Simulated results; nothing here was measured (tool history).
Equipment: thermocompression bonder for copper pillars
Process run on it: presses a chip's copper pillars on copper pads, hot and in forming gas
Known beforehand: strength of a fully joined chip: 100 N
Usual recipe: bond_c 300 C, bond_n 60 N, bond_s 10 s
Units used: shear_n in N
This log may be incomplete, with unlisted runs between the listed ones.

run 1 hour=0.0 | bond_c=300 bond_n=60 bond_s=10 | shear_n=75.7
run 2 hour=18.8 | bond_c=300 bond_n=60 bond_s=10 | shear_n=73.1
run 3 hour=32.9 | bond_c=300 bond_n=60 bond_s=10 | shear_n=74.8
run 4 hour=53.2 | bond_c=300 bond_n=41 bond_s=10 | shear_n=64.3
run 5 hour=64.1 | bond_c=300 bond_n=41 bond_s=10 | shear_n=63.5
-- hour=69.0 force cell calibrated
run 6 hour=74.6 | bond_c=300 bond_n=44 bond_s=10 | shear_n=63.5
run 7 hour=95.6 | bond_c=300 bond_n=44 bond_s=10 | shear_n=65.0
run 8 hour=106.5 | bond_c=300 bond_n=44 bond_s=10 | shear_n=64.4
run 9 hour=121.7 | bond_c=300 bond_n=44 bond_s=10 | shear_n=65.2
run 10 hour=132.1 | bond_c=300 bond_n=44 bond_s=10 | shear_n=63.4
run 11 hour=151.5 | bond_c=300 bond_n=44 bond_s=10 | shear_n=64.6
run 12 hour=160.5 | bond_c=300 bond_n=44 bond_s=10 | shear_n=64.4
run 13 hour=174.9 | bond_c=300 bond_n=54 bond_s=10 | shear_n=68.2
run 14 hour=185.0 | bond_c=300 bond_n=60 bond_s=10 | shear_n=72.3
run 15 hour=195.9 | bond_c=300 bond_n=60 bond_s=10 | shear_n=71.7
run 16 hour=205.6 | bond_c=300 bond_n=60 bond_s=10 | shear_n=73.2
run 17 hour=226.5 | bond_c=300 bond_n=60 bond_s=10 | shear_n=72.0
run 18 hour=241.9 | bond_c=300 bond_n=60 bond_s=10 | shear_n=74.2
run 19 hour=251.3 | bond_c=300 bond_n=60 bond_s=10 | shear_n=72.7
run 20 hour=268.7 | bond_c=300 bond_n=60 bond_s=10 | shear_n=71.5
run 21 hour=280.4 | bond_c=300 bond_n=68 bond_s=17 | shear_n=84.5
run 22 hour=299.3 | bond_c=300 bond_n=60 bond_s=11 | shear_n=74.9
run 23 hour=309.0 | bond_c=300 bond_n=60 bond_s=11 | shear_n=74.5
run 24 hour=320.9 | bond_c=300 bond_n=60 bond_s=11 | shear_n=73.7
run 25 hour=340.7 | bond_c=300 bond_n=60 bond_s=11 | shear_n=73.6
run 26 hour=351.7 | bond_c=297 bond_n=63 bond_s=5 | shear_n=58.4
run 27 hour=361.9 | bond_c=297 bond_n=63 bond_s=5 | shear_n=59.1
run 28 hour=382.3 | bond_c=289 bond_n=63 bond_s=5 | shear_n=55.1
run 29 hour=397.4 | bond_c=289 bond_n=63 bond_s=5 | shear_n=53.9
run 30 hour=410.9 | bond_c=300 bond_n=74 bond_s=10 | shear_n=78.1
run 31 hour=429.3 | bond_c=300 bond_n=71 bond_s=7 | shear_n=69.0
run 32 hour=442.0 | bond_c=300 bond_n=60 bond_s=8 | shear_n=68.1
run 33 hour=456.9 | bond_c=300 bond_n=60 bond_s=8 | shear_n=68.6
run 34 hour=468.4 | bond_c=300 bond_n=60 bond_s=8 | shear_n=68.1
run 35 hour=484.7 | bond_c=300 bond_n=88 bond_s=8 | shear_n=75.4
run 36 hour=504.9 | bond_c=300 bond_n=88 bond_s=8 | shear_n=77.6
run 37 hour=519.3 | bond_c=300 bond_n=48 bond_s=6 | shear_n=56.0
run 38 hour=532.3 | bond_c=300 bond_n=48 bond_s=6 | shear_n=55.9
run 39 hour=545.1 | bond_c=300 bond_n=48 bond_s=6 | shear_n=57.4

Per-run results on a tool with no hidden state, each run keeping its own random variation:
Hidden state at play: true temperature of the bond over the reading, C; force that reaches the chip, % of what is set; oxide that the forming gas leaves, % of the face; drift of the gauge itself on shear_n, %.
run=1 shear_n=72.8
run=2 shear_n=70.3
run=3 shear_n=72.0
run=4 shear_n=61.3
run=5 shear_n=60.5
run=6 shear_n=62.8
run=7 shear_n=64.3
run=8 shear_n=63.7
run=9 shear_n=64.5
run=10 shear_n=62.8
run=11 shear_n=63.9
run=12 shear_n=63.8
run=13 shear_n=67.8
run=14 shear_n=71.9
run=15 shear_n=71.4
run=16 shear_n=72.9
run=17 shear_n=71.8
run=18 shear_n=74.0
run=19 shear_n=72.5
run=20 shear_n=71.4
run=21 shear_n=85.1
run=22 shear_n=74.9
run=23 shear_n=74.5
run=24 shear_n=73.7
run=25 shear_n=73.7
run=26 shear_n=57.9
run=27 shear_n=58.7
run=28 shear_n=54.5
run=29 shear_n=53.3
run=30 shear_n=78.7
run=31 shear_n=69.1
run=32 shear_n=68.1
run=33 shear_n=68.7
run=34 shear_n=68.2
run=35 shear_n=76.2
run=36 shear_n=78.5
run=37 shear_n=55.6
run=38 shear_n=55.6
run=39 shear_n=57.1

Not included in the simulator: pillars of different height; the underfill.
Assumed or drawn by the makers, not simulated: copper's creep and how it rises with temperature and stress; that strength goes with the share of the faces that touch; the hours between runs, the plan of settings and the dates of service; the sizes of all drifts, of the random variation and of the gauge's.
